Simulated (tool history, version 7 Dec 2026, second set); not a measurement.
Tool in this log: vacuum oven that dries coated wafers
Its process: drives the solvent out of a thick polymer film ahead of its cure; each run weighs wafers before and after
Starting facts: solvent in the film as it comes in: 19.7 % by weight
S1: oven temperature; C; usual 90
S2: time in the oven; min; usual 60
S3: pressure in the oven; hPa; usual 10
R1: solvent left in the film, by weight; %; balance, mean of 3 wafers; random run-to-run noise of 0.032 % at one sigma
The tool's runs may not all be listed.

run,day,S1,S2,S3,R1
1,0,90,60,10,3.16
2,1.475,90,60,10,3.17
3,3.933,90,60,10,3.2
4,6.262,90,60,10,3.19
5,8.146,90,60,10,3.17
6,10.333,90,68,10,2.66
# day 10.633: vacuum gauge cleaned of residue and calibrated
# day 10.921: oven's thermocouples calibrated
7,13.921,90,68,10,2.55
8,16.888,90,68,10,2.56
9,19.358,86,42,14.7,6.73
# day 20.267: vacuum gauge cleaned of residue and calibrated, once more
10,22.85,90,42,32.5,5.73
11,26.375,90,42,32.5,5.79
12,27.992,104,54,8.7,0.53

Consider 4 possible next runs. They are alternatives, not a sequence: every one starts from the tool as it was left by run 12. What does each give?
A,30.092,77,60,6.4,?
B,30.092,104,108,8.7,?
C,30.092,90,60,13.7,?
D,30.092,90,60,18.3,?

run,R1
A,8.01
B,0.21
C,3.24
D,3.39
What these runs would have given with no unlogged condition in the tool:
run,R1
A,7.86
B,0.21
C,3.12
D,3.28
